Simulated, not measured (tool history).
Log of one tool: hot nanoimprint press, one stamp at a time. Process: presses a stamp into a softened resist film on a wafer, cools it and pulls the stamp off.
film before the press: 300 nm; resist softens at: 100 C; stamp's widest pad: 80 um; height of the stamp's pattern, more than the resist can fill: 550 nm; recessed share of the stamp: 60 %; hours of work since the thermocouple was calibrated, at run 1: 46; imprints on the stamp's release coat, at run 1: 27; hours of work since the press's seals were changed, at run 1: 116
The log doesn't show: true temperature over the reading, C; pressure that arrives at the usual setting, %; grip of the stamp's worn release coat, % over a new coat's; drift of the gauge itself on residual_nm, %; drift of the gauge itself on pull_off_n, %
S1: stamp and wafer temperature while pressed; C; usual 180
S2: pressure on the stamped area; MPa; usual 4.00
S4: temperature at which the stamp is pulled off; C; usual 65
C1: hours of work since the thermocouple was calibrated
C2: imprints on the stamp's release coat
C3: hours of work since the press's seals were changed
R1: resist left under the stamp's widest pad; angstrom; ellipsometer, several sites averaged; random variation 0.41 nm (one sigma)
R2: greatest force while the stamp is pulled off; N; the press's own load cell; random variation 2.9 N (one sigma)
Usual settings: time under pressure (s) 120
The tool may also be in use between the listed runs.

Run 1, hour 0.0: usual settings; C1 46; C2 27; C3 116. Result: R1 1265 angstrom, R2 132 N.
Run 2, hour 51.3: usual settings; C1 70; C2 149; C3 140. Result: R1 1261 angstrom, R2 150 N.
Run 3, hour 127.7: usual settings; C1 105; C2 330; C3 175. Result: R1 1281 angstrom, R2 156 N.
Run 4, hour 180.0: usual settings; C1 130; C2 454; C3 199. Result: R1 1283 angstrom, R2 156 N.
Run 5, hour 270.8: usual settings; C1 172; C2 669; C3 242. Result: R1 1289 angstrom, R2 169 N.
Run 6, hour 340.3: usual settings but S1 179 C; C1 204; C2 834; C3 274. Result: R1 1331 angstrom, R2 175 N.
Run 7, hour 412.5: usual settings but S1 179 C; C1 238; C2 1005; C3 307. Result: R1 1330 angstrom, R2 186 N.
Run 8, hour 465.2: usual settings but S1 171 C; C1 262; C2 1130; C3 332. Result: R1 1694 angstrom, R2 188 N.
Run 9, hour 519.0: usual settings but S1 171 C; C1 287; C2 1258; C3 357. Result: R1 1709 angstrom, R2 203 N.
At hour 536.2: plate thermocouple calibrated.
Run 10, hour 609.7: usual settings; C1 34; C2 1466; C3 398. Result: R1 1271 angstrom, R2 197 N.
At hour 684.6: stamp cleaned and given a new release coat.
Run 11, hour 701.3: usual settings; C1 74; C2 40; C3 438. Result: R1 1275 angstrom, R2 145 N.
Run 12, hour 739.6: usual settings; C1 92; C2 130; C3 455. Result: R1 1274 angstrom, R2 144 N.
Run 13, hour 790.1: usual settings; C1 115; C2 250; C3 479. Result: R1 1281 angstrom, R2 148 N.
Run 14, hour 843.9: usual settings but S2 6.09 MPa, time under pressure (s) 113; C1 140; C2 378; C3 504. Result: R1 1084 angstrom, R2 157 N.
At hour 885.4: press's hydraulic seals changed and the load cell set to zero.
Run 15, hour 907.4: usual settings but S2 6.09 MPa, time under pressure (s) 113; C1 166; C2 510; C3 10. Result: R1 1073 angstrom, R2 162 N.
Run 16, hour 988.3: usual settings but S2 6.09 MPa, time under pressure (s) 113; C1 204; C2 701; C3 48. Result: R1 1074 angstrom, R2 175 N.
Run 17, hour 1070.0: usual settings but S1 169 C, S2 2.84 MPa, time under pressure (s) 104, S4 59 C; C1 242; C2 895; C3 86. Result: R1 2076 angstrom, R2 186 N.
Run 18, hour 1123.1: usual settings but S1 169 C, S2 4.36 MPa, time under pressure (s) 92, S4 59 C; C1 266; C2 1021; C3 111. Result: R1 1882 angstrom, R2 211 N.
At hour 1186.0: plate thermocouple calibrated.
Run 19, hour 1189.5: usual settings but S1 174 C, S2 4.36 MPa, time under pressure (s) 225, S4 59 C; C1 2; C2 1171; C3 140. Result: R1 1139 angstrom, R2 203 N.
Run 20, hour 1240.1: usual settings but S1 174 C, time under pressure (s) 103; C1 25; C2 1291; C3 164. Result: R1 1584 angstrom, R2 196 N.
Run 21, hour 1327.0: usual settings but S1 178 C, time under pressure (s) 93; C1 66; C2 1498; C3 204. Result: R1 1474 angstrom, R2 196 N.
At hour 1392.8: stamp cleaned and given a new release coat.
Run 22, hour 1396.2: usual settings but S1 178 C, S2 5.19 MPa, time under pressure (s) 93, S4 56 C; C1 95; C2 8; C3 233. Result: R1 1320 angstrom, R2 171 N.
Run 23, hour 1444.3: usual settings but time under pressure (s) 82, S4 64 C; C1 117; C2 122; C3 256. Result: R1 1461 angstrom, R2 149 N.
Run 24, hour 1495.2: usual settings but S1 187 C, S2 3.59 MPa, time under pressure (s) 61, S4 71 C; C1 141; C2 243; C3 279. Result: R1 1405 angstrom, R2 130 N.
Run 25, hour 1546.9: usual settings but S1 174 C, S2 3.59 MPa, time under pressure (s) 61, S4 68 C; C1 165; C2 366; C3 303. Result: R1 1957 angstrom, R2 149 N.

Forecast each of these 4 alternatives for the next run:
Run A, hour 1609.3: usual settings but S1 182 C, S2 3.17 MPa, S4 68 C; C1 194; C2 514; C3 332. Result: R1 ?, R2 ?.
Run B, hour 1609.3: usual settings but S2 3.49 MPa, time under pressure (s) 115; C1 194; C2 514; C3 332. Result: R1 ?, R2 ?.
Run C, hour 1609.3: usual settings but S1 174 C, S2 5.11 MPa, time under pressure (s) 94, S4 68 C; C1 194; C2 514; C3 332. Result: R1 ?, R2 ?.
Run D, hour 1609.3: usual settings but S1 174 C, S2 3.59 MPa, time under pressure (s) 110, S4 68 C; C1 194; C2 514; C3 332. Result: R1 ?, R2 ?.

run    R1   R2
  A  1340  147
  B  1386  156
  C  1517  147
  D  1642  147
Without the tool's hidden state the same runs would have given:
run    R1   R2
  A  1314  127
  B  1358  135
  C  1484  127
  D  1611  128
